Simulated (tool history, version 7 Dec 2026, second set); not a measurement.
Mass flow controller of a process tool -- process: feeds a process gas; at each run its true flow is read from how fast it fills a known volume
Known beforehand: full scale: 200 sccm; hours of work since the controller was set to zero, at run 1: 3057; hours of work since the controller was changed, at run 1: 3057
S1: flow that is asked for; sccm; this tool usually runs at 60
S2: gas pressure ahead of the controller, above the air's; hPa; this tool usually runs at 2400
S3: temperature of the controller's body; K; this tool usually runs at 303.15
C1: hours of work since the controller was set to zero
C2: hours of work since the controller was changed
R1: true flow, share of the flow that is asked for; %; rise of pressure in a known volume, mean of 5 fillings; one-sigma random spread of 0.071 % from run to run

{"run": 1, "day": 0.0, "S1": 60, "S2": 2400, "S3": 303.15, "C1": 3057, "C2": 3057, "R1": 97.55}
{"run": 2, "day": 8.171, "S1": 32, "S2": 2400, "S3": 303.15, "C1": 3155, "C2": 3155, "R1": 94.82}
{"run": 3, "day": 13.933, "S1": 32, "S2": 2400, "S3": 303.15, "C1": 3223, "C2": 3223, "R1": 94.82}
{"run": 4, "day": 20.354, "S1": 60, "S2": 2400, "S3": 303.15, "C1": 3300, "C2": 3300, "R1": 97.39}
{"run": 5, "day": 24.908, "S1": 60, "S2": 1420, "S3": 303.15, "C1": 3354, "C2": 3354, "R1": 96.78}
{"run": 6, "day": 28.754, "S1": 60, "S2": 1420, "S3": 303.15, "C1": 3400, "C2": 3400, "R1": 96.76}
{"run": 7, "day": 35.133, "S1": 60, "S2": 1420, "S3": 303.15, "C1": 3477, "C2": 3477, "R1": 96.74}
{"run": 8, "day": 39.979, "S1": 25, "S2": 2400, "S3": 303.15, "C1": 3534, "C2": 3534, "R1": 92.64}
{"run": 9, "day": 47.933, "S1": 25, "S2": 2400, "S3": 303.15, "C1": 3629, "C2": 3629, "R1": 92.42}
{"run": 10, "day": 54.588, "S1": 25, "S2": 2400, "S3": 303.15, "C1": 3709, "C2": 3709, "R1": 92.25}
{"run": 11, "day": 61.121, "S1": 25, "S2": 2400, "S3": 303.15, "C1": 3787, "C2": 3787, "R1": 92.19}
{"run": 12, "day": 65.604, "S1": 25, "S2": 2400, "S3": 303.15, "C1": 3840, "C2": 3840, "R1": 91.85}
{"run": 13, "day": 72.288, "S1": 25, "S2": 2400, "S3": 303.15, "C1": 3920, "C2": 3920, "R1": 91.88}
{"run": 14, "day": 75.892, "S1": 25, "S2": 2400, "S3": 303.15, "C1": 3963, "C2": 3963, "R1": 91.82}
{"run": 15, "day": 81.438, "S1": 25, "S2": 2400, "S3": 303.15, "C1": 4030, "C2": 4030, "R1": 91.53}
{"run": 16, "day": 90.004, "S1": 25, "S2": 2400, "S3": 303.15, "C1": 4132, "C2": 4132, "R1": 91.52}
{"run": 17, "day": 96.258, "S1": 60, "S2": 2400, "S3": 299.15, "C1": 4207, "C2": 4207, "R1": 96.91}
{"run": 18, "day": 101.346, "S1": 60, "S2": 2400, "S3": 299.15, "C1": 4267, "C2": 4267, "R1": 96.95}
{"day": 106.383, "done": "controller's zero set anew"}
{"run": 19, "day": 108.029, "S1": 60, "S2": 2400, "S3": 299.15, "C1": 20, "C2": 4347, "R1": 100.98}
{"run": 20, "day": 116.388, "S1": 60, "S2": 2400, "S3": 299.15, "C1": 119, "C2": 4447, "R1": 100.89}
{"run": 21, "day": 125.196, "S1": 60, "S2": 2400, "S3": 302.15, "C1": 225, "C2": 4552, "R1": 100.59}
{"run": 22, "day": 130.338, "S1": 60, "S2": 2400, "S3": 302.15, "C1": 286, "C2": 4613, "R1": 100.63}
{"run": 23, "day": 138.625, "S1": 60, "S2": 2400, "S3": 303.15, "C1": 385, "C2": 4712, "R1": 100.39}
{"run": 24, "day": 147.525, "S1": 60, "S2": 2400, "S3": 300.15, "C1": 491, "C2": 4818, "R1": 100.53}
{"run": 25, "day": 154.217, "S1": 60, "S2": 2400, "S3": 300.15, "C1": 571, "C2": 4898, "R1": 100.33}
{"run": 26, "day": 163.133, "S1": 60, "S2": 2400, "S3": 299.15, "C1": 678, "C2": 5005, "R1": 100.51}
{"run": 27, "day": 170.142, "S1": 44, "S2": 2270, "S3": 294.15, "C1": 761, "C2": 5089, "R1": 100.3}
{"run": 28, "day": 176.4, "S1": 44, "S2": 2270, "S3": 294.15, "C1": 836, "C2": 5163, "R1": 100.09}
{"run": 29, "day": 184.688, "S1": 44, "S2": 2270, "S3": 294.15, "C1": 935, "C2": 5262, "R1": 99.98}
{"run": 30, "day": 192.679, "S1": 60, "S2": 1470, "S3": 303.15, "C1": 1031, "C2": 5358, "R1": 99.57}
{"run": 31, "day": 200.804, "S1": 60, "S2": 1960, "S3": 306.15, "C1": 1128, "C2": 5455, "R1": 99.63}
{"run": 32, "day": 209.275, "S1": 48, "S2": 2400, "S3": 299.15, "C1": 1229, "C2": 5556, "R1": 99.79}
{"run": 33, "day": 215.971, "S1": 48, "S2": 2400, "S3": 299.15, "C1": 1309, "C2": 5636, "R1": 99.67}
{"run": 34, "day": 220.575, "S1": 60, "S2": 2400, "S3": 306.15, "C1": 1364, "C2": 5691, "R1": 99.73}
{"run": 35, "day": 224.962, "S1": 60, "S2": 2400, "S3": 306.15, "C1": 1416, "C2": 5743, "R1": 99.77}
{"run": 36, "day": 231.642, "S1": 60, "S2": 1690, "S3": 302.15, "C1": 1496, "C2": 5823, "R1": 99.38}
{"run": 37, "day": 236.308, "S1": 52, "S2": 1530, "S3": 301.15, "C1": 1551, "C2": 5879, "R1": 98.97}
{"run": 38, "day": 242.454, "S1": 116, "S2": 2400, "S3": 301.15, "C1": 1625, "C2": 5952, "R1": 100.82}
{"run": 39, "day": 249.175, "S1": 42, "S2": 2050, "S3": 295.15, "C1": 1705, "C2": 6032, "R1": 98.89}
{"run": 40, "day": 256.421, "S1": 42, "S2": 2050, "S3": 295.15, "C1": 1792, "C2": 6119, "R1": 98.81}
{"run": 41, "day": 260.329, "S1": 42, "S2": 2050, "S3": 295.15, "C1": 1838, "C2": 6166, "R1": 98.91}
{"run": 42, "day": 268.246, "S1": 64, "S2": 1970, "S3": 294.15, "C1": 1933, "C2": 6260, "R1": 99.89}
{"run": 43, "day": 277.033, "S1": 60, "S2": 2790, "S3": 309.15, "C1": 2038, "C2": 6365, "R1": 99.5}
{"run": 44, "day": 282.762, "S1": 27, "S2": 1800, "S3": 309.15, "C1": 2106, "C2": 6433, "R1": 96.21}
{"run": 45, "day": 287.6, "S1": 60, "S2": 1480, "S3": 303.15, "C1": 2164, "C2": 6491, "R1": 98.79}
{"run": 46, "day": 295.288, "S1": 60, "S2": 1920, "S3": 297.15, "C1": 2256, "C2": 6583, "R1": 99.31}
{"run": 47, "day": 303.225, "S1": 60, "S2": 1920, "S3": 297.15, "C1": 2351, "C2": 6678, "R1": 99.3}
{"run": 48, "day": 310.683, "S1": 60, "S2": 1920, "S3": 297.15, "C1": 2440, "C2": 6767, "R1": 99.3}

Branching from run 48: 3 alternative next runs. What would each branch give?
{"run": "A", "day": 317.65, "S1": 36, "S2": 2500, "S3": 313.15, "C1": 2523, "C2": 6850, "R1": "?"}
{"run": "B", "day": 317.65, "S1": 53, "S2": 1590, "S3": 298.15, "C1": 2523, "C2": 6850, "R1": "?"}
{"run": "C", "day": 317.65, "S1": 60, "S2": 2400, "S3": 298.15, "C1": 2523, "C2": 6850, "R1": "?"}

run=A R1=97.08
run=B R1=98.63
run=C R1=99.41
Stripped of hidden state, with their random variation kept, the same runs would have yielded:
run=A R1=99.00
run=B R1=99.25
run=C R1=99.71
